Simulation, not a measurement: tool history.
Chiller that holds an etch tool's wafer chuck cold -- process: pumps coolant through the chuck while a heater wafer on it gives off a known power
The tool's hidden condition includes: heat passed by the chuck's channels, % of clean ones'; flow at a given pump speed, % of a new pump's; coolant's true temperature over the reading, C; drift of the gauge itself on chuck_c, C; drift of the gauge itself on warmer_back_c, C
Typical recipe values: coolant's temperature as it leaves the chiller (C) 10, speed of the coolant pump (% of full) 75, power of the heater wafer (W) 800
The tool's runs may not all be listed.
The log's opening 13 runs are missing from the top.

run	hour	coolant's temperature as it leaves the chiller (C)	speed of the coolant pump (% of full)	power of the heater wafer (W)	hours since the coolant was changed and the channels were flushed	hours since the pump was overhauled	hours since the chiller's thermometer was calibrated	chuck's temperature once it has settled (C)	how much warmer the coolant comes back (C)
14	807.0	10	87	539	1613	3396	1834	14.6	2.03
15	896.6	10	87	539	1703	3486	1923	14.5	2.04
16	946.7	10	87	539	1753	3536	1973	14.5	2.08
17	1026.3	18	75	1169	1833	3616	2053	29.0	5.33
18	1093.9	14	81	899	1900	3683	2120	22.0	3.74
19	1171.9	14	81	899	1978	3761	2198	22.1	3.74
20	1270.3	9	68	869	2077	3860	2297	18.0	4.39
21	1362.7	10	87	648	2169	3952	2389	15.5	2.48
22	1462.6	17	61	736	2269	4052	2489	25.3	4.19
23	1522.4	17	61	736	2329	4112	2549	25.5	4.12
24	1586.9	17	68	736	2393	4176	2613	24.6	3.72
25	1660.6	3	98	475	2467	4250	2687	6.6	1.64
26	1741.1	19	61	913	2547	4330	2768	29.4	5.14
27	1802.2	0	74	1135	2608	4392	2829	11.0	5.20
28	1873.4	0	74	1135	2680	4463	2900	11.0	5.20
29	1940.9	10	66	1157	2747	4530	2967	22.5	5.94

For run 30, what comes out?
30	2020.6	10	66	1157	2827	4610	3047	?	?

Run 30 produced chuck's temperature once it has settled (C) 22.3, how much warmer the coolant comes back (C) 5.91.
Minus the tool's unlogged condition, the same run would have read chuck's temperature once it has settled (C) 22.3, how much warmer the coolant comes back (C) 5.91.
